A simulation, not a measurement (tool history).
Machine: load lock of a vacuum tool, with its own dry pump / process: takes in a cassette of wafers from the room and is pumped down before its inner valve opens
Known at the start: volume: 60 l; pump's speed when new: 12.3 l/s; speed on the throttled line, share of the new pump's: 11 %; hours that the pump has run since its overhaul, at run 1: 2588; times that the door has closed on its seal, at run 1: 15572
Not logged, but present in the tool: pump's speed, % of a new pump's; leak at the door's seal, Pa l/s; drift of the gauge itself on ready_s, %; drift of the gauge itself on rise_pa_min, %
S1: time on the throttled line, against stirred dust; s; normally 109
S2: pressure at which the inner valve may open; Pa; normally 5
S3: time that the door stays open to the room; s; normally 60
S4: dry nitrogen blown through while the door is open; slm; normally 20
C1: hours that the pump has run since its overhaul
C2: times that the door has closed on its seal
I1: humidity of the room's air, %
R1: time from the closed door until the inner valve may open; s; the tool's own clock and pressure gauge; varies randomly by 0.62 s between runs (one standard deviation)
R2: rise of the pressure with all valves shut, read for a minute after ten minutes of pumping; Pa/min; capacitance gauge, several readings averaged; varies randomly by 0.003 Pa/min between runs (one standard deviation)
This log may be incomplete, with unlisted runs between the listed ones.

Run 1, hour 0.0: usual settings; C1 2588; C2 15572; I1 47.8. Result: R1 145.8 s, R2 0.155 Pa/min.
Run 2, hour 116.2: usual settings; C1 2704; C2 15853; I1 43.6. Result: R1 146.3 s, R2 0.162 Pa/min.
Run 3, hour 204.4: usual settings; C1 2792; C2 16066; I1 46.5. Result: R1 147.9 s, R2 0.159 Pa/min.
Run 4, hour 299.0: usual settings but S2 8 Pa; C1 2887; C2 16295; I1 43.8. Result: R1 143.4 s, R2 0.169 Pa/min.
Run 5, hour 433.5: usual settings but S2 8 Pa; C1 3021; C2 16620; I1 42.7. Result: R1 143.4 s, R2 0.171 Pa/min.
Run 6, hour 556.3: usual settings but S3 178 s; C1 3144; C2 16916; I1 43.4. Result: R1 146.5 s, R2 0.185 Pa/min.
Run 7, hour 654.8: usual settings; C1 3243; C2 17155; I1 47.1. Result: R1 146.4 s, R2 0.179 Pa/min.
Run 8, hour 767.0: usual settings but S1 98 s; C1 3355; C2 17426; I1 47.9. Result: R1 136.4 s, R2 0.181 Pa/min.
Run 9, hour 883.7: usual settings but S1 98 s; C1 3472; C2 17708; I1 46.9. Result: R1 135.8 s, R2 0.188 Pa/min.
Run 10, hour 1030.4: usual settings but S1 98 s; C1 3618; C2 18062; I1 47.0. Result: R1 136.9 s, R2 0.195 Pa/min.
Run 11, hour 1166.0: usual settings but S1 218 s, S3 54 s; C1 3754; C2 18390; I1 42.9. Result: R1 244.3 s, R2 0.195 Pa/min.
Run 12, hour 1274.6: usual settings but S1 218 s, S3 54 s; C1 3862; C2 18652; I1 47.6. Result: R1 241.3 s, R2 0.200 Pa/min.
Run 13, hour 1352.0: usual settings but S1 75 s; C1 3940; C2 18839; I1 44.6. Result: R1 116.4 s, R2 0.200 Pa/min.
Run 14, hour 1477.7: usual settings but S1 58 s, S3 91 s; C1 4066; C2 19143; I1 49.0. Result: R1 100.9 s, R2 0.213 Pa/min.
Run 15, hour 1613.0: usual settings but S1 58 s, S3 91 s; C1 4201; C2 19470; I1 46.3. Result: R1 101.8 s, R2 0.216 Pa/min.
Run 16, hour 1701.4: usual settings but S1 58 s, S3 91 s; C1 4289; C2 19684; I1 43.1. Result: R1 101.9 s, R2 0.225 Pa/min.
Run 17, hour 1786.8: usual settings but S1 58 s, S3 91 s; C1 4375; C2 19890; I1 45.4. Result: R1 101.3 s, R2 0.232 Pa/min.
Run 18, hour 1932.4: usual settings but S1 58 s, S2 7 Pa, S3 91 s, S4 9 slm; C1 4520; C2 20242; I1 44.5. Result: R1 98.8 s, R2 0.244 Pa/min.
Run 19, hour 2054.2: usual settings but S1 111 s, S2 7 Pa, S3 91 s, S4 38 slm; C1 4642; C2 20536; I1 46.3. Result: R1 146.9 s, R2 0.237 Pa/min.

How would selected steps in R1 from run to run divide? Give the signed amount a tool lacking its hidden state would still show from settings, what came in and random variation, and the signed amount left for the hidden state, including any gauge scatter that is not in both of the compared results.
Run 12 -> 13: S1 218 -> 75, S3 54 -> 60. R1 -124.9 s: hidden state +0.3, all else -125.2.
